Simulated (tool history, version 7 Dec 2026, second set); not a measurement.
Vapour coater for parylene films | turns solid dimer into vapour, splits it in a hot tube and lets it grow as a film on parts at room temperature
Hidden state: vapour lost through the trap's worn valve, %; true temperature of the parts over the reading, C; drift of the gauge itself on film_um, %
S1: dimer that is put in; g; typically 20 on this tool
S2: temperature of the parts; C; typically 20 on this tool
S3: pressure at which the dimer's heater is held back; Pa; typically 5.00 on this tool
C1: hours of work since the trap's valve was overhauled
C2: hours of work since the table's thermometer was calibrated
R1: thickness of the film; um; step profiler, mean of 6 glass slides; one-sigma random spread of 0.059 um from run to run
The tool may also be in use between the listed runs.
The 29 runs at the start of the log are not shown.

{"run": 30, "hour": 783.6, "S1": 10, "S2": 15, "S3": 5.32, "C1": 421, "C2": 1668, "R1": 3.53}
{"hour": 808.4, "done": "trap's valve overhauled"}
{"run": 31, "hour": 813.9, "S1": 14, "S2": 25, "S3": 3.23, "C1": 5, "C2": 1691, "R1": 4.29}
{"run": 32, "hour": 847.7, "S1": 14, "S2": 25, "S3": 5.06, "C1": 34, "C2": 1720, "R1": 3.96}
{"run": 33, "hour": 882.6, "S1": 26, "S2": 20, "S3": 5.69, "C1": 64, "C2": 1750, "R1": 8.49}
{"run": 34, "hour": 904.9, "S1": 17, "S2": 29, "S3": 6.17, "C1": 83, "C2": 1769, "R1": 4.07}
{"run": 35, "hour": 935.6, "S1": 9, "S2": 31, "S3": 2.16, "C1": 110, "C2": 1796, "R1": 2.4}
{"run": 36, "hour": 956.9, "S1": 9, "S2": 14, "S3": 3.19, "C1": 128, "C2": 1814, "R1": 3.78}
{"run": 37, "hour": 984.1, "S1": 20, "S2": 16, "S3": 9.17, "C1": 152, "C2": 1838, "R1": 6.84}
{"run": 38, "hour": 1019.7, "S1": 35, "S2": 21, "S3": 10.69, "C1": 182, "C2": 1868, "R1": 10.02}

Consider 5 possible next runs. They are alternatives, not a sequence: every one starts from the tool as it was left by run 38. What does each give?
{"run": "A", "hour": 1041.4, "S1": 35, "S2": 18, "S3": 4.52, "C1": 201, "C2": 1887, "R1": "?"}
{"run": "B", "hour": 1041.4, "S1": 8, "S2": 21, "S3": 6.97, "C1": 201, "C2": 1887, "R1": "?"}
{"run": "C", "hour": 1041.4, "S1": 17, "S2": 27, "S3": 5.28, "C1": 201, "C2": 1887, "R1": "?"}
{"run": "D", "hour": 1041.4, "S1": 16, "S2": 26, "S3": 5.0, "C1": 201, "C2": 1887, "R1": "?"}
{"run": "E", "hour": 1041.4, "S1": 20, "S2": 18, "S3": 5.0, "C1": 201, "C2": 1887, "R1": "?"}

run=A R1=12.50
run=B R1=2.38
run=C R1=4.36
run=D R1=4.21
run=E R1=6.89
With no hidden state in the tool, these same runs would have given:
run=A R1=13.36
run=B R1=2.55
run=C R1=4.66
run=D R1=4.50
run=E R1=7.36
